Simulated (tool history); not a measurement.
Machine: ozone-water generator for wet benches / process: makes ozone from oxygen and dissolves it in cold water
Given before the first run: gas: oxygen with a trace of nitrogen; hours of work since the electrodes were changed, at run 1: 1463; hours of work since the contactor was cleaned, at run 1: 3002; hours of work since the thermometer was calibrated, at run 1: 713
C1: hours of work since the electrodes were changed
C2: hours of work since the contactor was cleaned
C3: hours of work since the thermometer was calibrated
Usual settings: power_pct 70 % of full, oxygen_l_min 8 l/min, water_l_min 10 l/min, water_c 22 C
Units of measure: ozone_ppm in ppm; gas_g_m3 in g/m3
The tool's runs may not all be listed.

{"run": 1, "hour": 0.0, "power_pct": 70, "oxygen_l_min": 8, "water_l_min": 10, "water_c": 22, "C1": 1463, "C2": 3002, "C3": 713, "ozone_ppm": 30.9, "gas_g_m3": 182}
{"run": 2, "hour": 44.0, "power_pct": 52, "oxygen_l_min": 8, "water_l_min": 10, "water_c": 22, "C1": 1495, "C2": 3034, "C3": 745, "ozone_ppm": 26.6, "gas_g_m3": 157.3}
{"run": 3, "hour": 87.4, "power_pct": 70, "oxygen_l_min": 8, "water_l_min": 10, "water_c": 28, "C1": 1526, "C2": 3065, "C3": 776, "ozone_ppm": 27.2, "gas_g_m3": 182.5}
{"run": 4, "hour": 149.8, "power_pct": 69, "oxygen_l_min": 8, "water_l_min": 10, "water_c": 28, "C1": 1571, "C2": 3110, "C3": 821, "ozone_ppm": 26.7, "gas_g_m3": 182.1}
{"run": 5, "hour": 188.5, "power_pct": 69, "oxygen_l_min": 8, "water_l_min": 10, "water_c": 28, "C1": 1599, "C2": 3138, "C3": 848, "ozone_ppm": 26.4, "gas_g_m3": 180.5}
{"run": 6, "hour": 252.5, "power_pct": 70, "oxygen_l_min": 8, "water_l_min": 11, "water_c": 22, "C1": 1645, "C2": 3184, "C3": 894, "ozone_ppm": 29.4, "gas_g_m3": 180.8}
{"run": 7, "hour": 281.9, "power_pct": 70, "oxygen_l_min": 8, "water_l_min": 11, "water_c": 22, "C1": 1666, "C2": 3205, "C3": 916, "ozone_ppm": 29.7, "gas_g_m3": 183.1}
{"run": 8, "hour": 331.5, "power_pct": 70, "oxygen_l_min": 8, "water_l_min": 11, "water_c": 22, "C1": 1702, "C2": 3240, "C3": 951, "ozone_ppm": 29.8, "gas_g_m3": 182.5}
{"run": 9, "hour": 390.6, "power_pct": 70, "oxygen_l_min": 8, "water_l_min": 11, "water_c": 22, "C1": 1744, "C2": 3283, "C3": 994, "ozone_ppm": 29.9, "gas_g_m3": 180.7}
{"run": 10, "hour": 417.0, "power_pct": 70, "oxygen_l_min": 4.1, "water_l_min": 11, "water_c": 22, "C1": 1763, "C2": 3302, "C3": 1013, "ozone_ppm": 33.5, "gas_g_m3": 256.9}
{"run": 11, "hour": 467.2, "power_pct": 70, "oxygen_l_min": 4.1, "water_l_min": 15, "water_c": 22, "C1": 1799, "C2": 3338, "C3": 1049, "ozone_ppm": 26.8, "gas_g_m3": 253.3}
{"run": 12, "hour": 500.6, "power_pct": 70, "oxygen_l_min": 8, "water_l_min": 10, "water_c": 22, "C1": 1823, "C2": 3362, "C3": 1073, "ozone_ppm": 31.1, "gas_g_m3": 181.7}
{"run": 13, "hour": 561.3, "power_pct": 70, "oxygen_l_min": 8, "water_l_min": 10, "water_c": 22, "C1": 1867, "C2": 3406, "C3": 1116, "ozone_ppm": 31.2, "gas_g_m3": 180.4}
{"run": 14, "hour": 606.6, "power_pct": 70, "oxygen_l_min": 8, "water_l_min": 6, "water_c": 22, "C1": 1899, "C2": 3438, "C3": 1149, "ozone_ppm": 38.2, "gas_g_m3": 182.8}
{"run": 15, "hour": 635.3, "power_pct": 70, "oxygen_l_min": 8, "water_l_min": 10, "water_c": 22, "C1": 1920, "C2": 3459, "C3": 1170, "ozone_ppm": 30.9, "gas_g_m3": 179.9}
{"run": 16, "hour": 679.6, "power_pct": 70, "oxygen_l_min": 8, "water_l_min": 10, "water_c": 22, "C1": 1952, "C2": 3491, "C3": 1201, "ozone_ppm": 31.4, "gas_g_m3": 177.6}
{"run": 17, "hour": 728.5, "power_pct": 70, "oxygen_l_min": 8, "water_l_min": 9, "water_c": 22, "C1": 1987, "C2": 3526, "C3": 1237, "ozone_ppm": 32.9, "gas_g_m3": 178.4}
{"run": 18, "hour": 778.4, "power_pct": 49, "oxygen_l_min": 6.08, "water_l_min": 9, "water_c": 29, "C1": 2023, "C2": 3562, "C3": 1272, "ozone_ppm": 24.8, "gas_g_m3": 169.8}
{"run": 19, "hour": 805.4, "power_pct": 70, "oxygen_l_min": 9.66, "water_l_min": 7, "water_c": 22, "C1": 2042, "C2": 3581, "C3": 1292, "ozone_ppm": 34.6, "gas_g_m3": 162.3}
{"run": 20, "hour": 843.1, "power_pct": 58, "oxygen_l_min": 4.45, "water_l_min": 6, "water_c": 22, "C1": 2069, "C2": 3608, "C3": 1319, "ozone_ppm": 41.6, "gas_g_m3": 215.7}
{"hour": 864.2, "done": "gauge calibrated"}
{"run": 21, "hour": 898.3, "power_pct": 46, "oxygen_l_min": 8, "water_l_min": 11, "water_c": 26, "C1": 2109, "C2": 3648, "C3": 1359, "ozone_ppm": 21.4, "gas_g_m3": 146.9}
{"run": 22, "hour": 934.3, "power_pct": 46, "oxygen_l_min": 10.42, "water_l_min": 10, "water_c": 26, "C1": 2135, "C2": 3674, "C3": 1384, "ozone_ppm": 20.9, "gas_g_m3": 126.1}
{"run": 23, "hour": 985.0, "power_pct": 46, "oxygen_l_min": 10.42, "water_l_min": 10, "water_c": 26, "C1": 2171, "C2": 3710, "C3": 1421, "ozone_ppm": 20.9, "gas_g_m3": 128.6}
{"run": 24, "hour": 1032.8, "power_pct": 86, "oxygen_l_min": 10.42, "water_l_min": 10, "water_c": 16, "C1": 2206, "C2": 3745, "C3": 1455, "ozone_ppm": 37.2, "gas_g_m3": 176.6}
{"run": 25, "hour": 1090.6, "power_pct": 68, "oxygen_l_min": 8, "water_l_min": 10, "water_c": 22, "C1": 2247, "C2": 3786, "C3": 1497, "ozone_ppm": 31, "gas_g_m3": 180.2}
{"run": 26, "hour": 1148.0, "power_pct": 83, "oxygen_l_min": 8, "water_l_min": 7, "water_c": 14, "C1": 2289, "C2": 3827, "C3": 1538, "ozone_ppm": 48.8, "gas_g_m3": 197.9}
{"run": 27, "hour": 1196.3, "power_pct": 83, "oxygen_l_min": 8, "water_l_min": 7, "water_c": 14, "C1": 2323, "C2": 3862, "C3": 1573, "ozone_ppm": 49, "gas_g_m3": 199.3}
{"run": 28, "hour": 1227.5, "power_pct": 83, "oxygen_l_min": 8, "water_l_min": 7, "water_c": 14, "C1": 2346, "C2": 3884, "C3": 1595, "ozone_ppm": 49.1, "gas_g_m3": 197.6}
{"run": 29, "hour": 1285.1, "power_pct": 83, "oxygen_l_min": 8, "water_l_min": 7, "water_c": 14, "C1": 2387, "C2": 3926, "C3": 1637, "ozone_ppm": 48.9, "gas_g_m3": 198.8}
{"run": 30, "hour": 1327.3, "power_pct": 83, "oxygen_l_min": 8, "water_l_min": 7, "water_c": 14, "C1": 2417, "C2": 3956, "C3": 1667, "ozone_ppm": 48.8, "gas_g_m3": 198.1}
{"run": 31, "hour": 1358.1, "power_pct": 81, "oxygen_l_min": 8, "water_l_min": 10, "water_c": 30, "C1": 2440, "C2": 3978, "C3": 1689, "ozone_ppm": 28.1, "gas_g_m3": 195.9}
{"run": 32, "hour": 1396.1, "power_pct": 81, "oxygen_l_min": 8, "water_l_min": 10, "water_c": 30, "C1": 2467, "C2": 4006, "C3": 1716, "ozone_ppm": 27.5, "gas_g_m3": 195.6}
{"run": 33, "hour": 1432.3, "power_pct": 81, "oxygen_l_min": 8, "water_l_min": 15, "water_c": 27, "C1": 2493, "C2": 4032, "C3": 1742, "ozone_ppm": 24.4, "gas_g_m3": 195}
{"run": 34, "hour": 1483.9, "power_pct": 70, "oxygen_l_min": 8, "water_l_min": 12, "water_c": 18, "C1": 2530, "C2": 4069, "C3": 1780, "ozone_ppm": 31.1, "gas_g_m3": 180.5}

Across each entry between runs, compare the hidden state at the last listed run before it with the hidden state at the first listed run after it:
Between runs 20 and 21: gauge calibrated (hour 864.2)
  drift of the gauge itself on gas_g_m3, %: -2.83 -> -0.11
  what was measured, less what the result would be without the hidden state, gas_g_m3: -6.3 -> -0.2 g/m3
